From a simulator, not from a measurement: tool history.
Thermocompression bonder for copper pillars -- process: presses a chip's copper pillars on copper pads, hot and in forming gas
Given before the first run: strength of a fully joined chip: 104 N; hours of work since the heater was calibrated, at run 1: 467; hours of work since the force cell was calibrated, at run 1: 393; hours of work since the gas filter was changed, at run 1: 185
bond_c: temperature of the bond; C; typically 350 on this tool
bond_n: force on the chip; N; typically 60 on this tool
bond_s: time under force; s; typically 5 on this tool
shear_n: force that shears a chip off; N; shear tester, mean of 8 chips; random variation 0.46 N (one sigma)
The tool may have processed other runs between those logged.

run   hour  bond_c  bond_n  bond_s  hours of work since the heater was calibrated  hours of work since the force cell was calibrated  hours of work since the gas filter was changed  shear_n
  1      0     350      60       5                                            467                                                393                                             185     42.6
  2   51.3     350      60      13                                            494                                                420                                             212     58.2
  3   73.8     350      60       5                                            506                                                431                                             224     41.8
  4  107.1     350      60       5                                            523                                                449                                             241     42.4
  5  136.3     350      60       5                                            538                                                464                                             257     41.8
  6  163.3     350      60      14                                            553                                                479                                             271     58.1
  7  202.8     350      60      14                                            573                                                499                                             292     58.6
     229.2  -- forming gas filter changed
  8  253.3     350      60      14                                            600                                                526                                              13     63.9
  9  298.3     350      60       5                                            623                                                549                                              36     44.4
 10  324.2     350      85       3                                            637                                                563                                              50     49.7
 11  351.9     372      45       4                                            652                                                578                                              65     37.5
     358.5  -- heater calibrated with a thermocouple chip
 12  375.5     350      73       9                                              9                                                589                                              76     65.1
 13  400.6     358      43       5                                             22                                                602                                              89     36.8
 14  447.6     350      60       8                                             47                                                627                                             114     54.1
 15    496     326      60       8                                             72                                                653                                             139     45.7
 16  518.9     326      60       8                                             84                                                665                                             152     44.4
 17  556.8     350      45       5                                            104                                                685                                             172     34.3

What if the next run were any one of these 5? Each begins from the tool's condition after run 17:
  A   586     352      60       4                                            120                                                700                                             187        ?
  B   586     338      68       5                                            120                                                700                                             187        ?
  C   586     350      81       7                                            120                                                700                                             187        ?
  D   586     327      60       5                                            120                                                700                                             187        ?
  E   586     350      47       5                                            120                                                700                                             187        ?

run  shear_n
  A     41.6
  B     46.5
  C     63.5
  D       38
  E     36.4
Stripped of hidden state, with their random variation kept, the same runs would have yielded:
run  shear_n
  A     39.2
  B     43.9
  C     61.5
  D     35.3
  E     34.2
